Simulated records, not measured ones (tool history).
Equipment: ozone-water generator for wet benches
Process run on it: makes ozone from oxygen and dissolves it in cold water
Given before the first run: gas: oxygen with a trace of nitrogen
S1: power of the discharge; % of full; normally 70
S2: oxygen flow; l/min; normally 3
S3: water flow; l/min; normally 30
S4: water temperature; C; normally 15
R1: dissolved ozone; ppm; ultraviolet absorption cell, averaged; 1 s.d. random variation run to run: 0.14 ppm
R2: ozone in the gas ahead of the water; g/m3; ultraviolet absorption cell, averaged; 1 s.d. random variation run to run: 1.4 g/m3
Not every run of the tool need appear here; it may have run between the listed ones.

| run | hour | S1 | S2 | S3 | S4 | R1 | R2 |
|---|---|---|---|---|---|---|---|
| 1 | 0 | 70 | 3 | 30 | 15 | 16.5 | 249.7 |
| 2 | 53.8 | 70 | 4.03 | 30 | 15 | 17.4 | 206.8 |
| 3 | 103.5 | 70 | 4.03 | 30 | 15 | 17.4 | 210.7 |
| 4 | 154.1 | 70 | 4.03 | 30 | 15 | 17.2 | 211.5 |
| 5 | 191.2 | 73 | 3 | 30 | 15 | 17.1 | 258 |
| 6 | 225.1 | 73 | 3 | 30 | 15 | 17.1 | 259.8 |
| 7 | 278.9 | 70 | 3 | 30 | 15 | 16.9 | 249.8 |
| 8 | 318.3 | 70 | 3 | 30 | 15 | 16.2 | 249 |
| 9 | 367.8 | 41 | 1.99 | 22 | 23 | 12.9 | 220.2 |
| 10 | 430.4 | 41 | 1.99 | 22 | 7 | 14.6 | 219.6 |
| 11 | 460.4 | 41 | 1.99 | 22 | 7 | 14.6 | 217.3 |
| 12 | 493.8 | 41 | 2.04 | 29 | 7 | 11.1 | 215 |

Estimate the outcome of run 13 from the log above:
| 13 | 523.7 | 70 | 3 | 30 | 15 | ? | ? |

{"run 13": {"R1": 16.8, "R2": 250}}
If the tool had no hidden condition, the same run with the same run-to-run variation would have returned R1 16.8 ppm, R2 250 g/m3.
